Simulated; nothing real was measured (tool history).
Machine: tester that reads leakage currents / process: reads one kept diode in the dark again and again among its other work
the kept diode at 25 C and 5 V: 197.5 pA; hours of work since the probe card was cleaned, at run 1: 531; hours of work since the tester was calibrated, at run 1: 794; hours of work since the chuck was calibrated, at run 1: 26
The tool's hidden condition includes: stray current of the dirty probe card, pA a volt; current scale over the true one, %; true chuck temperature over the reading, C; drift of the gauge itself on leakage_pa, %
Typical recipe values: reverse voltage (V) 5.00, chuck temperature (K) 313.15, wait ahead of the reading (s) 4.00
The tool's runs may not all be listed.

run	day	reverse voltage (V)	chuck temperature (K)	wait ahead of the reading (s)	hours of work since the probe card was cleaned	hours of work since the tester was calibrated	hours of work since the chuck was calibrated	current that the tester gives (pA)
1	0.000	5.00	313.15	4.00	531	794	26	767.90
2	2.517	5.00	313.15	4.00	558	821	52	766.41
3	6.750	5.00	313.15	4.00	602	866	97	760.78
4	10.108	5.00	313.15	4.00	637	901	132	756.22
5	14.471	5.00	313.15	4.00	683	947	178	752.68
6	20.033	5.00	313.15	4.00	742	1005	237	745.39
7	24.892	5.00	313.15	4.00	793	1057	288	742.97
8	29.404	5.14	313.15	4.00	841	1104	335	744.34
9	33.208	5.14	313.15	4.00	881	1144	375	737.72
10	38.233	5.14	313.15	4.00	934	1197	428	733.03
# day 38.683: probe card cleaned and baked
11	43.875	6.79	325.15	2.40	55	1255	486	2169.93
12	47.504	4.10	296.15	0.67	93	1293	524	145.57
13	52.025	4.10	296.15	0.67	140	1341	572	143.96
# day 53.600: chuck's temperature calibrated
# day 55.704: probe card cleaned and baked, once more
14	56.208	4.10	296.15	0.67	5	1383	26	153.14
15	60.883	7.00	319.15	4.01	55	1432	75	1414.46
16	65.962	7.00	319.15	4.01	108	1485	129	1400.83
17	71.021	5.00	313.15	0.69	161	1539	182	748.96
18	76.179	3.38	320.15	0.45	216	1593	236	1196.02

Table of differences, measured result less the result of that run with no hidden state. Run-to-run variation is the same in both. Gauge scatter possibly is not:
run	current that the tester gives (pA)
1	-0.77
2	-3.61
3	-8.56
4	-12.06
5	-17.10
6	-23.09
7	-28.66
8	-33.25
9	-36.98
10	-42.27
11	-135.06
12	-9.83
13	-10.77
14	-0.79
15	-14.40
16	-24.88
17	-19.29
18	-37.82

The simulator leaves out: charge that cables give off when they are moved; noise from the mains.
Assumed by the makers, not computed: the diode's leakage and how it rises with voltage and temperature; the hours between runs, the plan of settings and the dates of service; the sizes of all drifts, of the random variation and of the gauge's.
